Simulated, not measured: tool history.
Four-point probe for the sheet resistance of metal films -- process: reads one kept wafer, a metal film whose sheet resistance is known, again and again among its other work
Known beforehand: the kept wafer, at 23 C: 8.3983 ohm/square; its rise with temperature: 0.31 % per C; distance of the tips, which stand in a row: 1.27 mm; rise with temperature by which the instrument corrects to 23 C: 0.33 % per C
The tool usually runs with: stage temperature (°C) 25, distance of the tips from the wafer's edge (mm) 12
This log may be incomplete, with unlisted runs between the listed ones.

run    hour  stage temperature (°C)  distance of the tips from the wafer's edge (mm)  sheet resistance as the instrument gives it (ohm/square)
  1       0                      25                                               12                                                   8.49356
  2    88.9                      25                                                6                                                  8.645554
  3   214.6                      25                                                6                                                  8.648876
  4   284.9                      25                                                6                                                  8.656502
  5   372.4                      25                                                6                                                  8.661162
  6     442                      25                                               12                                                  8.512034
  7     503                      25                                               12                                                  8.518305
  8   591.8                      34                                                4                                                  8.896364
  9   650.2                      34                                                4                                                  8.894574
 10   730.7                      34                                                7                                                  8.611617
 11   854.1                      20                                               30                                                  8.499869
 12   982.5                      20                                               29                                                  8.505419
 13  1087.6                      34                                                5                                                  8.767437
 14  1184.1                      29                                                4                                                  8.929872

Predict each of these 5 candidate next runs independently; none follows another, all start after run 14:
  A  1311.4                      20                                               24                                                         ?
  B  1311.4                      22                                                3                                                         ?
  C  1311.4                      29                                               55                                                         ?
  D  1311.4                      25                                               11                                                         ?
  E  1311.4                      21                                                6                                                         ?

run  sheet resistance as the instrument gives it (ohm/square)
  A                                                  8.526965
  B                                                  9.250146
  C                                                  8.504234
  D                                                  8.563945
  E                                                      8.71
Take away the tool's hidden state, keep each run's random variation, and the runs would have read:
run  sheet resistance as the instrument gives it (ohm/square)
  A                                                  8.417793
  B                                                  9.132591
  C                                                  8.395169
  D                                                  8.454252
  E                                                  8.598672

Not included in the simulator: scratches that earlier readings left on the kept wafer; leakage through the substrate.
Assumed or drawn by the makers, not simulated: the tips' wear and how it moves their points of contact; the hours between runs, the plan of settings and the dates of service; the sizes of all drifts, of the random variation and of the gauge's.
